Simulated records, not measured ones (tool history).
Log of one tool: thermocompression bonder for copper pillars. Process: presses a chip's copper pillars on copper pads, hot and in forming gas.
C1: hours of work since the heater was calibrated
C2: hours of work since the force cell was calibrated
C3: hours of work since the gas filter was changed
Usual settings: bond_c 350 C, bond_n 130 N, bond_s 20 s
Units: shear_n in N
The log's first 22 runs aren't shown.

run 23 day=19.792 | bond_c=362 bond_n=130 bond_s=20 | C1=818 C2=533 C3=46 | shear_n=43.9
run 24 day=20.704 | bond_c=326 bond_n=116 bond_s=23 | C1=830 C2=545 C3=58 | shear_n=32.9
-- day=20.979 heater calibrated with a thermocouple chip
run 25 day=21.412 | bond_c=326 bond_n=116 bond_s=23 | C1=6 C2=553 C3=67 | shear_n=32.4
-- day=21.471 gauge calibrated
run 26 day=22.096 | bond_c=326 bond_n=116 bond_s=32 | C1=15 C2=562 C3=76 | shear_n=38.3
run 27 day=22.921 | bond_c=363 bond_n=130 bond_s=18 | C1=26 C2=573 C3=86 | shear_n=43.7
run 28 day=23.554 | bond_c=354 bond_n=130 bond_s=20 | C1=34 C2=581 C3=95 | shear_n=42.1
run 29 day=24.071 | bond_c=368 bond_n=130 bond_s=20 | C1=41 C2=588 C3=101 | shear_n=46.9
run 30 day=24.654 | bond_c=325 bond_n=80 bond_s=20 | C1=48 C2=596 C3=109 | shear_n=24.4
-- day=24.988 forming gas filter changed
run 31 day=25.304 | bond_c=351 bond_n=130 bond_s=13 | C1=57 C2=604 C3=4 | shear_n=34.8
run 32 day=26.354 | bond_c=344 bond_n=131 bond_s=14 | C1=70 C2=618 C3=18 | shear_n=34.1
run 33 day=26.846 | bond_c=368 bond_n=159 bond_s=19 | C1=77 C2=624 C3=24 | shear_n=51.3
run 34 day=27.412 | bond_c=350 bond_n=83 bond_s=35 | C1=84 C2=632 C3=32 | shear_n=38.7
run 35 day=28.158 | bond_c=350 bond_n=116 bond_s=44 | C1=94 C2=642 C3=42 | shear_n=51.4
run 36 day=29.321 | bond_c=364 bond_n=96 bond_s=20 | C1=109 C2=657 C3=57 | shear_n=37.9
run 37 day=29.938 | bond_c=364 bond_n=96 bond_s=20 | C1=118 C2=665 C3=65 | shear_n=37.8
run 38 day=31.067 | bond_c=380 bond_n=109 bond_s=20 | C1=132 C2=680 C3=80 | shear_n=45.2
run 39 day=31.721 | bond_c=350 bond_n=105 bond_s=20 | C1=141 C2=689 C3=89 | shear_n=35.8

Forecast each of these 3 alternatives for the next run:
run A day=32.688 | bond_c=350 bond_n=100 bond_s=42 | C1=154 C2=701 C3=101 | shear_n=?
run B day=32.688 | bond_c=349 bond_n=98 bond_s=18 | C1=154 C2=701 C3=101 | shear_n=?
run C day=32.688 | bond_c=363 bond_n=100 bond_s=32 | C1=154 C2=701 C3=101 | shear_n=?

run=A shear_n=46
run=B shear_n=32.8
run=C shear_n=46
Without the tool's hidden state the same runs would have given:
run=A shear_n=46.8
run=B shear_n=33.3
run=C shear_n=46.8
